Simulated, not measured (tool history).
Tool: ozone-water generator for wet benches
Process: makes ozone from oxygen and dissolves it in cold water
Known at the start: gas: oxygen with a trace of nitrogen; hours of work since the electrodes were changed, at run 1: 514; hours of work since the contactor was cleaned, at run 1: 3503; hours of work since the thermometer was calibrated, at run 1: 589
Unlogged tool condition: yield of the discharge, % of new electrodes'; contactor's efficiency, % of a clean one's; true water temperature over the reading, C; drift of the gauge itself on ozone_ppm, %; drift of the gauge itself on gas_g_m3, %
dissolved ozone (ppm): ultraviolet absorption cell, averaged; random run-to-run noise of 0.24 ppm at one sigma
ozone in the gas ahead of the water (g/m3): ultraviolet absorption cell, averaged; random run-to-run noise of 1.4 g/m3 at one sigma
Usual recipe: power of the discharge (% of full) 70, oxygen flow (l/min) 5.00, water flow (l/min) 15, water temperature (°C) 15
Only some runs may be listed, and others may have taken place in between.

| run | hour | power of the discharge (% of full) | oxygen flow (l/min) | water flow (l/min) | water temperature (°C) | hours of work since the electrodes were changed | hours of work since the contactor was cleaned | hours of work since the thermometer was calibrated | dissolved ozone (ppm) | ozone in the gas ahead of the water (g/m3) |
|---|---|---|---|---|---|---|---|---|---|---|
| 1 | 0.0 | 70 | 5.00 | 15 | 15 | 514 | 3503 | 589 | 37.3 | 268.0 |
| 2 | 64.0 | 70 | 5.00 | 15 | 15 | 562 | 3552 | 638 | 36.7 | 265.4 |
| 3 | 121.5 | 70 | 5.00 | 15 | 15 | 606 | 3595 | 681 | 37.3 | 267.9 |
| 4 | 186.7 | 70 | 5.00 | 15 | 15 | 655 | 3645 | 731 | 37.2 | 270.0 |
| 5 | 233.6 | 65 | 5.00 | 15 | 15 | 691 | 3680 | 766 | 35.4 | 255.2 |
| 6 | 292.0 | 61 | 5.00 | 15 | 15 | 735 | 3724 | 810 | 33.9 | 246.2 |
| 7 | 359.7 | 61 | 5.00 | 15 | 13 | 786 | 3776 | 862 | 34.9 | 248.7 |
| 8 | 417.6 | 61 | 5.00 | 15 | 13 | 830 | 3820 | 905 | 35.0 | 245.8 |
| 9 | 473.3 | 61 | 5.00 | 15 | 13 | 872 | 3862 | 948 | 34.8 | 248.4 |
| 10 | 546.7 | 47 | 5.00 | 15 | 13 | 928 | 3917 | 1003 | 29.9 | 211.2 |
| 11 | 616.8 | 70 | 5.00 | 15 | 20 | 981 | 3970 | 1056 | 34.5 | 268.7 |
| 12 | 658.9 | 43 | 5.00 | 15 | 15 | 1013 | 4002 | 1088 | 27.5 | 200.7 |
| 13 | 753.6 | 54 | 5.00 | 15 | 15 | 1084 | 4074 | 1160 | 32.0 | 232.8 |
| 14 | 807.6 | 54 | 3.60 | 15 | 15 | 1125 | 4115 | 1201 | 33.2 | 288.8 |
| 15 | 877.8 | 54 | 3.60 | 15 | 15 | 1178 | 4168 | 1254 | 32.9 | 287.8 |
| 16 | 932.1 | 56 | 3.60 | 15 | 15 | 1219 | 4209 | 1295 | 33.6 | 295.7 |
| 17 | 989.5 | 55 | 5.00 | 15 | 21 | 1263 | 4253 | 1338 | 29.0 | 234.4 |
| 18 | 1055.4 | 78 | 7.59 | 15 | 19 | 1313 | 4302 | 1388 | 33.4 | 220.0 |
| 19 | 1104.9 | 89 | 8.15 | 11 | 11 | 1350 | 4340 | 1426 | 50.3 | 228.0 |
| 20 | 1157.6 | 70 | 5.00 | 15 | 19 | 1390 | 4380 | 1466 | 35.2 | 271.9 |
| 21 | 1229.9 | 69 | 4.96 | 15 | 7 | 1445 | 4435 | 1520 | 41.1 | 271.5 |
| 22 | 1311.3 | 50 | 6.48 | 13 | 15 | 1506 | 4496 | 1582 | 31.7 | 187.9 |
| 23 | 1394.2 | 50 | 6.48 | 13 | 15 | 1569 | 4559 | 1645 | 31.6 | 189.5 |
| 24 | 1482.8 | 70 | 5.00 | 12 | 15 | 1636 | 4626 | 1712 | 43.8 | 272.3 |
| 25 | 1563.1 | 70 | 5.00 | 12 | 15 | 1697 | 4687 | 1773 | 42.9 | 275.8 |
|  | 1592.9 | gauge calibrated |
| 26 | 1617.7 | 70 | 2.77 | 12 | 15 | 1738 | 4728 | 1814 | 46.9 | 398.8 |
| 27 | 1681.7 | 93 | 2.77 | 12 | 15 | 1787 | 4777 | 1862 | 56.6 | 474.6 |
| 28 | 1734.0 | 93 | 7.33 | 12 | 9 | 1826 | 4816 | 1902 | 52.7 | 247.3 |
| 29 | 1805.4 | 70 | 5.36 | 19 | 15 | 1881 | 4870 | 1956 | 30.5 | 257.5 |
| 30 | 1852.1 | 70 | 5.36 | 19 | 17 | 1916 | 4906 | 1992 | 29.7 | 257.2 |
| 31 | 1919.8 | 70 | 5.36 | 19 | 17 | 1967 | 4957 | 2043 | 29.7 | 255.2 |
| 32 | 1994.2 | 70 | 5.00 | 9 | 15 | 2023 | 5013 | 2099 | 51.0 | 271.4 |

Below are 3 alternative next runs, each starting from the tool's condition after run 32. Predict each:
| A | 2091.3 | 70 | 5.00 | 13 | 15 | 2097 | 5087 | 2173 | ? | ? |
| B | 2091.3 | 46 | 5.00 | 15 | 10 | 2097 | 5087 | 2173 | ? | ? |
| C | 2091.3 | 70 | 7.89 | 9 | 13 | 2097 | 5087 | 2173 | ? | ? |

| run | dissolved ozone (ppm) | ozone in the gas ahead of the water (g/m3) |
|---|---|---|
| A | 41.6 | 269.6 |
| B | 30.8 | 208.5 |
| C | 46.2 | 197.9 |
Take away the tool's hidden state, keep each run's random variation, and the runs would have read:
| run | dissolved ozone (ppm) | ozone in the gas ahead of the water (g/m3) |
|---|---|---|
| A | 41.6 | 267.3 |
| B | 30.9 | 206.7 |
| C | 46.2 | 196.2 |

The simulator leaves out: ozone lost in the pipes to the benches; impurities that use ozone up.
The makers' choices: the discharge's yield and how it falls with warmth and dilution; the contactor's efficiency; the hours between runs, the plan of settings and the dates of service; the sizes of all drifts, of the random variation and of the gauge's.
